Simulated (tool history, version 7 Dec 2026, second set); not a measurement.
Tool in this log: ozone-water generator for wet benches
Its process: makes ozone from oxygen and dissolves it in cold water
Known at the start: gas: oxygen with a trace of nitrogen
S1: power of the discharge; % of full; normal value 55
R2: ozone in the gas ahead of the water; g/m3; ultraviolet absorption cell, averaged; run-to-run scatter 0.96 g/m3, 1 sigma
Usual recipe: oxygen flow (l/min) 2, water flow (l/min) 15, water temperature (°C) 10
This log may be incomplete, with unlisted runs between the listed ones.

Run 1, hour 0: usual settings. Result: dissolved ozone (ppm) 8.4, R2 154.3 g/m3.
Run 2, hour 128.6: usual settings. Result: dissolved ozone (ppm) 8.6, R2 153.8 g/m3.
At hour 189.9: water thermometer calibrated.
Run 3, hour 244.9: usual settings. Result: dissolved ozone (ppm) 8.5, R2 152.8 g/m3.
Run 4, hour 303.9: usual settings. Result: dissolved ozone (ppm) 8.5, R2 154.1 g/m3.
Run 5, hour 393.9: usual settings but water flow (l/min) 18. Result: dissolved ozone (ppm) 6.7, R2 154.3 g/m3.
Run 6, hour 519.7: usual settings. Result: dissolved ozone (ppm) 8.4, R2 153.1 g/m3.
Run 7, hour 606.9: usual settings but water temperature (°C) 5. Result: dissolved ozone (ppm) 8.8, R2 152.3 g/m3.
Run 8, hour 736.4: usual settings but water temperature (°C) 5. Result: dissolved ozone (ppm) 8.6, R2 153.4 g/m3.
Run 9, hour 795.2: usual settings but S1 50 % of full, water temperature (°C) 5. Result: dissolved ozone (ppm) 8.2, R2 141 g/m3.
Run 10, hour 863.1: usual settings. Result: dissolved ozone (ppm) 8.4, R2 152.7 g/m3.
Run 11, hour 948.3: usual settings. Result: dissolved ozone (ppm) 8.3, R2 151.6 g/m3.
Run 12, hour 1074.1: usual settings. Result: dissolved ozone (ppm) 8.3, R2 152.7 g/m3.
At hour 1116.6: contactor cleaned.
Run 13, hour 1187.9: usual settings. Result: dissolved ozone (ppm) 8.7, R2 149.4 g/m3.
Run 14, hour 1255.1: usual settings. Result: dissolved ozone (ppm) 8.7, R2 150.4 g/m3.
Run 15, hour 1360.4: usual settings. Result: dissolved ozone (ppm) 8.6, R2 151.9 g/m3.
Run 16, hour 1460: usual settings. Result: dissolved ozone (ppm) 8.9, R2 151.4 g/m3.
Run 17, hour 1551.9: usual settings. Result: dissolved ozone (ppm) 8.6, R2 149.1 g/m3.
Run 18, hour 1622.2: usual settings but oxygen flow (l/min) 1.51, water flow (l/min) 12. Result: dissolved ozone (ppm) 11, R2 182 g/m3.
Run 19, hour 1753.5: usual settings but oxygen flow (l/min) 1.51, water flow (l/min) 12. Result: dissolved ozone (ppm) 10.9, R2 181.6 g/m3.
Run 20, hour 1847.5: usual settings but S1 51 % of full, oxygen flow (l/min) 2.63, water flow (l/min) 12, water temperature (°C) 8. Result: dissolved ozone (ppm) 10.8, R2 116.8 g/m3.
Run 21, hour 1909.5: usual settings but S1 82 % of full, oxygen flow (l/min) 1.31, water flow (l/min) 13, water temperature (°C) 11. Result: dissolved ozone (ppm) 13.5, R2 276.6 g/m3.
Run 22, hour 1992.7: usual settings but S1 82 % of full, oxygen flow (l/min) 1.31, water flow (l/min) 13, water temperature (°C) 11. Result: dissolved ozone (ppm) 13.3, R2 276.2 g/m3.
Run 23, hour 2053.2: usual settings but oxygen flow (l/min) 3.35. Result: dissolved ozone (ppm) 8.7, R2 106.5 g/m3.
Run 24, hour 2176.2: usual settings but oxygen flow (l/min) 2.98, water flow (l/min) 11. Result: dissolved ozone (ppm) 12, R2 115.1 g/m3.
Run 25, hour 2304.4: usual settings but S1 40 % of full, oxygen flow (l/min) 1.68. Result: dissolved ozone (ppm) 6.3, R2 130.6 g/m3.
Run 26, hour 2414.6: usual settings but S1 40 % of full, oxygen flow (l/min) 1.68. Result: dissolved ozone (ppm) 6.4, R2 128.1 g/m3.
Run 27, hour 2517: usual settings but S1 40 % of full, oxygen flow (l/min) 1.68. Result: dissolved ozone (ppm) 6.5, R2 127.9 g/m3.
Run 28, hour 2628.5: usual settings but S1 40 % of full, oxygen flow (l/min) 1.68. Result: dissolved ozone (ppm) 6.5, R2 129.5 g/m3.
Run 29, hour 2685.4: usual settings but S1 40 % of full, oxygen flow (l/min) 1.74, water flow (l/min) 13. Result: dissolved ozone (ppm) 7.6, R2 127.1 g/m3.
Run 30, hour 2747.8: usual settings but S1 62 % of full, oxygen flow (l/min) 3.39. Result: dissolved ozone (ppm) 9.3, R2 113.1 g/m3.
Run 31, hour 2823.3: usual settings but S1 86 % of full, oxygen flow (l/min) 3.53, water flow (l/min) 13, water temperature (°C) 17. Result: dissolved ozone (ppm) 13, R2 144.9 g/m3.
Run 32, hour 2919.9: usual settings but S1 86 % of full, oxygen flow (l/min) 1.26, water flow (l/min) 14, water temperature (°C) 5. Result: dissolved ozone (ppm) 12.9, R2 289 g/m3.

Alternative continuations, all from the tool just after run 32; predict every row:
Run A, hour 2974.5: usual settings but S1 91 % of full, water temperature (°C) 7. Result: dissolved ozone (ppm) ?, R2 ?.
Run B, hour 2974.5: usual settings but oxygen flow (l/min) 1.66, water temperature (°C) 5. Result: dissolved ozone (ppm) ?, R2 ?.
Run C, hour 2974.5: usual settings but oxygen flow (l/min) 2.37, water temperature (°C) 8. Result: dissolved ozone (ppm) ?, R2 ?.
Run D, hour 2974.5: usual settings but S1 80 % of full, oxygen flow (l/min) 1.26, water flow (l/min) 14, water temperature (°C) 5. Result: dissolved ozone (ppm) ?, R2 ?.
Run E, hour 2974.5: usual settings but S1 53 % of full, oxygen flow (l/min) 1.26, water flow (l/min) 14, water temperature (°C) 5. Result: dissolved ozone (ppm) ?, R2 ?.

run  dissolved ozone (ppm)     R2
  A                   12.9    222
  B                    8.3  166.5
  C                    8.8  131.5
  D                   11.8  271.6
  E                    8.5  193.3
With the hidden condition removed and each run's random variation left untouched, the same runs would have given:
run  dissolved ozone (ppm)     R2
  A                   15.4  259.6
  B                    9.4  184.3
  C                    9.9  145.6
  D                     14  313.2
  E                    9.6  213.2

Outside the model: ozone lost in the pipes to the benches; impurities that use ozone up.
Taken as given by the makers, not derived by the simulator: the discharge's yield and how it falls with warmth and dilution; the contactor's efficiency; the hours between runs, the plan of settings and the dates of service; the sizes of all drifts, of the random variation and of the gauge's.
